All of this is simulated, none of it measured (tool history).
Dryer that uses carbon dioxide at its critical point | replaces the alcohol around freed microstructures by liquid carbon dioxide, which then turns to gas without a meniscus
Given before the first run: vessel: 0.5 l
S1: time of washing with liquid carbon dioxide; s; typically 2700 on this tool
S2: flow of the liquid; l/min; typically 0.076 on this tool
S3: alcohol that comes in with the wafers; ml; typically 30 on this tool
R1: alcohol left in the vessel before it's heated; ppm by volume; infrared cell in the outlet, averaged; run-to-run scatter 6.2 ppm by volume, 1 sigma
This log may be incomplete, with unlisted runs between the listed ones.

{"run": 1, "day": 0.0, "S1": 2700, "S2": 0.076, "S3": 30, "R1": 402}
{"run": 2, "day": 0.871, "S1": 2700, "S2": 0.1153, "S3": 30, "R1": 66}
{"day": 1.167, "done": "inlet filter changed"}
{"run": 3, "day": 2.212, "S1": 2700, "S2": 0.1153, "S3": 30, "R1": 52}
{"run": 4, "day": 3.392, "S1": 2700, "S2": 0.076, "S3": 30, "R1": 318}
{"run": 5, "day": 4.412, "S1": 2700, "S2": 0.0952, "S3": 30, "R1": 114}
{"run": 6, "day": 5.383, "S1": 2700, "S2": 0.076, "S3": 45, "R1": 483}
{"run": 7, "day": 6.112, "S1": 2700, "S2": 0.076, "S3": 45, "R1": 474}
{"run": 8, "day": 7.225, "S1": 2220, "S2": 0.076, "S3": 45, "R1": 1200}
{"run": 9, "day": 8.0, "S1": 2220, "S2": 0.076, "S3": 45, "R1": 1257}
{"run": 10, "day": 9.121, "S1": 2940, "S2": 0.076, "S3": 30, "R1": 250}
{"run": 11, "day": 10.071, "S1": 2940, "S2": 0.076, "S3": 30, "R1": 264}
{"run": 12, "day": 10.967, "S1": 2700, "S2": 0.0489, "S3": 30, "R1": 2171}
{"run": 13, "day": 11.925, "S1": 2700, "S2": 0.0489, "S3": 30, "R1": 2204}
{"run": 14, "day": 13.321, "S1": 2700, "S2": 0.0489, "S3": 30, "R1": 2256}
{"day": 14.162, "done": "inlet filter changed"}
{"run": 15, "day": 14.358, "S1": 2700, "S2": 0.076, "S3": 30, "R1": 327}
{"run": 16, "day": 15.075, "S1": 3420, "S2": 0.076, "S3": 47, "R1": 171}
{"run": 17, "day": 16.6, "S1": 3420, "S2": 0.076, "S3": 47, "R1": 183}
{"run": 18, "day": 17.283, "S1": 3420, "S2": 0.076, "S3": 47, "R1": 184}
{"run": 19, "day": 18.467, "S1": 3420, "S2": 0.076, "S3": 47, "R1": 195}
{"run": 20, "day": 20.025, "S1": 2700, "S2": 0.0637, "S3": 30, "R1": 805}
{"run": 21, "day": 20.675, "S1": 2700, "S2": 0.0637, "S3": 30, "R1": 825}
{"run": 22, "day": 21.65, "S1": 3420, "S2": 0.0879, "S3": 116, "R1": 228}
{"run": 23, "day": 22.929, "S1": 3420, "S2": 0.0879, "S3": 116, "R1": 213}
{"run": 24, "day": 24.117, "S1": 3600, "S2": 0.1129, "S3": 116, "R1": 130}
{"run": 25, "day": 25.188, "S1": 3600, "S2": 0.1129, "S3": 116, "R1": 120}
{"run": 26, "day": 26.304, "S1": 3600, "S2": 0.08, "S3": 116, "R1": 305}
{"day": 27.142, "done": "inlet filter changed"}
{"run": 27, "day": 27.717, "S1": 3600, "S2": 0.08, "S3": 116, "R1": 224}
{"run": 28, "day": 28.817, "S1": 2700, "S2": 0.0681, "S3": 37, "R1": 685}
{"run": 29, "day": 29.596, "S1": 2280, "S2": 0.111, "S3": 104, "R1": 417}

4 options for the next run, each taken on its own from the tool as it stands now. Forecast them:
{"run": "A", "day": 31.15, "S1": 2280, "S2": 0.111, "S3": 116, "R1": "?"}
{"run": "B", "day": 31.15, "S1": 2280, "S2": 0.111, "S3": 21, "R1": "?"}
{"run": "C", "day": 31.15, "S1": 2580, "S2": 0.0496, "S3": 39, "R1": "?"}
{"run": "D", "day": 31.15, "S1": 2700, "S2": 0.0556, "S3": 30, "R1": "?"}

run=A R1=484
run=B R1=200
run=C R1=2801
run=D R1=1310
Had the tool no hidden state, the same runs would have come out as:
run=A R1=280
run=B R1=55
run=C R1=2391
run=D R1=1035

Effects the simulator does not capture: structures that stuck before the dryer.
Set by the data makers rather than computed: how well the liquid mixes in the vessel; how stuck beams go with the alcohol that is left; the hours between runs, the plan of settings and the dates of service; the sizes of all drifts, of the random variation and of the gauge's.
